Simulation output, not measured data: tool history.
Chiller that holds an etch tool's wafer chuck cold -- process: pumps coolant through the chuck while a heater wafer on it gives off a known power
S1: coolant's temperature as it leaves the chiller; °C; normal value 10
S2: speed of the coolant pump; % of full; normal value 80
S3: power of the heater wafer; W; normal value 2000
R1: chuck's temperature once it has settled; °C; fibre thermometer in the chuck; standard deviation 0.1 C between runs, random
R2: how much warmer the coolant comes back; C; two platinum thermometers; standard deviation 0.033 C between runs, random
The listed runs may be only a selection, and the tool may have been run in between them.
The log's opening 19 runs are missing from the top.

run 20 day=35.150 | S1=12 S2=66 S3=2165 | R1=32.0 R2=6.10
run 21 day=36.362 | S1=10 S2=93 S3=2000 | R1=24.4 R2=4.01
run 22 day=38.104 | S1=19 S2=93 S3=1070 | R1=26.4 R2=2.12
run 23 day=39.375 | S1=7 S2=90 S3=1743 | R1=19.9 R2=3.54
run 24 day=41.050 | S1=7 S2=90 S3=1743 | R1=19.9 R2=3.59
run 25 day=42.321 | S1=7 S2=90 S3=1743 | R1=19.6 R2=3.54
run 26 day=44.883 | S1=10 S2=80 S3=1447 | R1=21.6 R2=3.38
run 27 day=45.933 | S1=0 S2=72 S3=2000 | R1=17.7 R2=5.19
run 28 day=48.496 | S1=18 S2=65 S3=2708 | R1=43.8 R2=7.79
run 29 day=50.762 | S1=16 S2=91 S3=2708 | R1=35.9 R2=5.50

Predict the results of run 30:
run 30 day=52.275 | S1=7 S2=80 S3=2605 | R1=? R2=?

{"run 30": {"R1": 28.1, "R2": 6.11}}
Take away the tool's hidden state, keep the run-to-run variation as it was, and the same run would have given R1 25.2 °C, R2 5.91 C.

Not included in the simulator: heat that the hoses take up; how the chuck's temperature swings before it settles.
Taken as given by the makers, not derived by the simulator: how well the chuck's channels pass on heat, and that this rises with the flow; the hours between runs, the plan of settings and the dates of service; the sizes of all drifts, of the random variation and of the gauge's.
